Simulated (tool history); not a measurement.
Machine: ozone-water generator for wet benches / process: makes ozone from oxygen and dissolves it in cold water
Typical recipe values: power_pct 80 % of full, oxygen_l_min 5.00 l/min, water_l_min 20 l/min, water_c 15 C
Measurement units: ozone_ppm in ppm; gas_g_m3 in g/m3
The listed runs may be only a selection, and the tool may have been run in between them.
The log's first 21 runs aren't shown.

run 22 hour=1817.8 | power_pct=57 oxygen_l_min=4.12 water_l_min=21 water_c=15 | ozone_ppm=12.6 gas_g_m3=160.4
run 23 hour=1908.4 | power_pct=57 oxygen_l_min=4.12 water_l_min=21 water_c=15 | ozone_ppm=12.2 gas_g_m3=160.7
run 24 hour=2018.4 | power_pct=44 oxygen_l_min=4.18 water_l_min=21 water_c=15 | ozone_ppm=10.2 gas_g_m3=132.1
run 25 hour=2119.6 | power_pct=80 oxygen_l_min=3.04 water_l_min=21 water_c=15 | ozone_ppm=14.0 gas_g_m3=224.2
run 26 hour=2236.6 | power_pct=80 oxygen_l_min=3.04 water_l_min=21 water_c=15 | ozone_ppm=13.6 gas_g_m3=220.6
run 27 hour=2297.9 | power_pct=65 oxygen_l_min=3.88 water_l_min=12 water_c=22 | ozone_ppm=19.4 gas_g_m3=175.6
run 28 hour=2396.2 | power_pct=82 oxygen_l_min=8.56 water_l_min=24 water_c=18 | ozone_ppm=14.8 gas_g_m3=156.3
run 29 hour=2496.3 | power_pct=76 oxygen_l_min=5.00 water_l_min=26 water_c=15 | ozone_ppm=12.0 gas_g_m3=176.5
run 30 hour=2604.0 | power_pct=76 oxygen_l_min=3.45 water_l_min=13 water_c=15 | ozone_ppm=21.6 gas_g_m3=198.9
run 31 hour=2702.3 | power_pct=88 oxygen_l_min=5.00 water_l_min=15 water_c=15 | ozone_ppm=22.4 gas_g_m3=192.6
run 32 hour=2800.7 | power_pct=88 oxygen_l_min=5.00 water_l_min=15 water_c=15 | ozone_ppm=21.7 gas_g_m3=192.4
run 33 hour=2880.8 | power_pct=96 oxygen_l_min=6.42 water_l_min=21 water_c=15 | ozone_ppm=17.9 gas_g_m3=183.0
run 34 hour=2959.6 | power_pct=96 oxygen_l_min=6.42 water_l_min=21 water_c=15 | ozone_ppm=17.8 gas_g_m3=183.5

Here are 3 independent what-if runs from the current tool condition. What would each one return?
run A hour=3047.2 | power_pct=63 oxygen_l_min=2.56 water_l_min=21 water_c=11 | ozone_ppm=? gas_g_m3=?
run B hour=3047.2 | power_pct=44 oxygen_l_min=5.30 water_l_min=20 water_c=15 | ozone_ppm=? gas_g_m3=?
run C hour=3047.2 | power_pct=56 oxygen_l_min=5.00 water_l_min=20 water_c=10 | ozone_ppm=? gas_g_m3=?

run=A ozone_ppm=10.6 gas_g_m3=189.9
run=B ozone_ppm=10.8 gas_g_m3=117.2
run=C ozone_ppm=13.1 gas_g_m3=139.3
Take away the tool's hidden state, keep each run's random variation, and the runs would have read:
run=A ozone_ppm=13.3 gas_g_m3=224.7
run=B ozone_ppm=12.9 gas_g_m3=132.4
run=C ozone_ppm=16.3 gas_g_m3=162.4
